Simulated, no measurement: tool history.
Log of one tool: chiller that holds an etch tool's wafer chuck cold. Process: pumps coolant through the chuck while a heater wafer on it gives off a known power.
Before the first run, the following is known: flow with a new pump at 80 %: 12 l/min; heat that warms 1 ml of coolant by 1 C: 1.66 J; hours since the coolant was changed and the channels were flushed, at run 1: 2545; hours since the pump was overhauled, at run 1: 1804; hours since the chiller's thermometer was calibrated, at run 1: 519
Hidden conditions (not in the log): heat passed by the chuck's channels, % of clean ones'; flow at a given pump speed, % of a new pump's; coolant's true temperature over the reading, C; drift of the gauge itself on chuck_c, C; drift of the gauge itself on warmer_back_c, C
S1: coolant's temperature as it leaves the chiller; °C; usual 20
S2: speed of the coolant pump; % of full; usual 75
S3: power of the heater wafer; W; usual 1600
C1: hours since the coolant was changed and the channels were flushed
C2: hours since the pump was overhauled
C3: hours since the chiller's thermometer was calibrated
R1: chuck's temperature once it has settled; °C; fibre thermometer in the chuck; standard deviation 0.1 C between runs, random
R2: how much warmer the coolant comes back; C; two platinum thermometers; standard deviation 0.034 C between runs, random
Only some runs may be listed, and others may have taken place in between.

run,hour,S1,S2,S3,C1,C2,C3,R1,R2
1,0.0,20,75,1600,2545,1804,519,32.8,5.20
2,56.3,20,75,906,2602,1861,576,27.1,2.86
3,102.9,20,75,906,2648,1907,622,27.4,2.95
4,157.4,12,75,1600,2703,1962,677,24.9,5.08
5,198.1,12,75,1600,2743,2002,717,24.9,5.08
6,230.5,18,75,1600,2776,2035,750,30.7,5.06
7,271.8,18,75,1600,2817,2076,791,30.7,5.05
8,314.6,20,70,1600,2860,2119,834,33.7,5.45
9,351.7,25,70,1600,2897,2156,871,38.6,5.39
10,399.1,20,75,1600,2944,2203,918,32.8,5.03
11,456.4,20,85,1600,3002,2261,976,31.1,4.21
12,515.7,20,85,1600,3061,2320,1035,31.3,4.24
13,566.3,20,85,1600,3112,2371,1085,31.5,4.20
14,615.4,20,85,1600,3161,2420,1135,31.4,4.17
15,670.0,20,85,1600,3215,2474,1189,31.4,4.13
# hour 695.6: gauge calibrated
16,707.9,20,75,1600,3253,2512,1227,33.0,5.18
17,769.1,20,65,1836,3314,2573,1288,36.8,6.95
18,827.9,20,65,1836,3373,2632,1347,36.8,6.92
19,881.1,20,65,1836,3426,2685,1400,36.7,6.89
20,933.7,20,65,1836,3479,2738,1453,36.8,6.87
21,983.4,14,67,870,3529,2788,1503,21.7,3.03
22,1009.0,13,81,1600,3554,2813,1528,25.0,4.60
23,1035.8,13,81,1600,3581,2840,1555,25.2,4.50
24,1064.5,13,81,1600,3610,2869,1584,25.0,4.53
25,1109.4,16,75,1833,3655,2914,1629,30.7,5.71
26,1147.1,24,84,1833,3692,2951,1666,37.4,5.00
27,1209.3,20,75,854,3755,3014,1728,26.7,2.49
28,1242.4,20,75,854,3788,3047,1762,26.7,2.40
29,1271.7,20,91,1189,3817,3076,1791,27.9,2.79
30,1326.1,20,68,982,3871,3130,1845,28.6,3.19
31,1361.5,12,83,1600,3907,3166,1881,23.8,4.21
32,1416.3,29,75,1574,3962,3221,1936,41.5,4.62

Consider 4 possible next runs. They are alternatives, not a sequence: every one starts from the tool as it was left by run 32. What does each give?
A,1475.1,29,75,1048,4020,3279,1994,?,?
B,1475.1,29,95,1394,4020,3279,1994,?,?
C,1475.1,24,69,1574,4020,3279,1994,?,?
D,1475.1,20,67,1600,4020,3279,1994,?,?

run,R1,R2
A,37.6,2.87
B,38.0,3.01
C,37.6,5.15
D,34.5,5.47
Without the tool's unlogged condition, the same runs would have read:
run,R1,R2
A,37.6,3.34
B,38.0,3.48
C,37.6,5.62
D,34.5,5.94
